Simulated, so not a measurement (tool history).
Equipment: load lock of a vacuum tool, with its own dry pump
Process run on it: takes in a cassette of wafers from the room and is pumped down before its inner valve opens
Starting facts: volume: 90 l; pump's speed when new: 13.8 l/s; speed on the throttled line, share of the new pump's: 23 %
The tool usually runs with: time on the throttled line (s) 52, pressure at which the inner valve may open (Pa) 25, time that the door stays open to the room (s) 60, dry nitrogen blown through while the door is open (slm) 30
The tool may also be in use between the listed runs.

| run | hour | time on the throttled line (s) | pressure at which the inner valve may open (Pa) | time that the door stays open to the room (s) | dry nitrogen blown through while the door is open (slm) | incoming humidity of the room's air, % | time from the closed door until the inner valve may open (s) | rise of the pressure with all valves shut (Pa/min) |
|---|---|---|---|---|---|---|---|---|
| 1 | 0.0 | 52 | 25 | 60 | 30 | 45.5 | 97.5 | 0.045 |
| 2 | 123.3 | 78 | 25 | 60 | 30 | 44.7 | 116.1 | 0.045 |
| 3 | 237.3 | 78 | 25 | 60 | 30 | 45.6 | 116.2 | 0.044 |
| 4 | 331.2 | 38 | 25 | 60 | 30 | 44.7 | 85.6 | 0.048 |
| 5 | 416.5 | 38 | 25 | 60 | 4 | 45.1 | 85.0 | 0.069 |
| 6 | 516.3 | 68 | 43 | 111 | 4 | 45.6 | 103.9 | 0.092 |
| 7 | 575.8 | 39 | 35 | 65 | 5 | 42.8 | 83.7 | 0.064 |
| 8 | 651.9 | 39 | 35 | 65 | 5 | 45.1 | 84.0 | 0.077 |
| 9 | 746.7 | 65 | 48 | 26 | 30 | 44.2 | 101.7 | 0.036 |
| 10 | 798.5 | 32 | 33 | 26 | 6 | 43.4 | 79.5 | 0.046 |

Branching from run 10: 4 alternative next runs. What would each branch give?
| A | 881.9 | 32 | 37 | 143 | 29 | 45.8 | ? | ? |
| B | 881.9 | 32 | 33 | 26 | 8 | 43.9 | ? | ? |
| C | 881.9 | 60 | 33 | 106 | 6 | 46.4 | ? | ? |
| D | 881.9 | 28 | 49 | 120 | 6 | 43.0 | ? | ? |

| run | time from the closed door until the inner valve may open (s) | rise of the pressure with all valves shut (Pa/min) |
|---|---|---|
| A | 79.0 | 0.070 |
| B | 78.8 | 0.046 |
| C | 101.1 | 0.090 |
| D | 74.1 | 0.090 |
Had the tool no hidden state, the same runs would have come out as:
| run | time from the closed door until the inner valve may open (s) | rise of the pressure with all valves shut (Pa/min) |
|---|---|---|
| A | 76.9 | 0.056 |
| B | 76.7 | 0.032 |
| C | 99.3 | 0.075 |
| D | 72.1 | 0.075 |

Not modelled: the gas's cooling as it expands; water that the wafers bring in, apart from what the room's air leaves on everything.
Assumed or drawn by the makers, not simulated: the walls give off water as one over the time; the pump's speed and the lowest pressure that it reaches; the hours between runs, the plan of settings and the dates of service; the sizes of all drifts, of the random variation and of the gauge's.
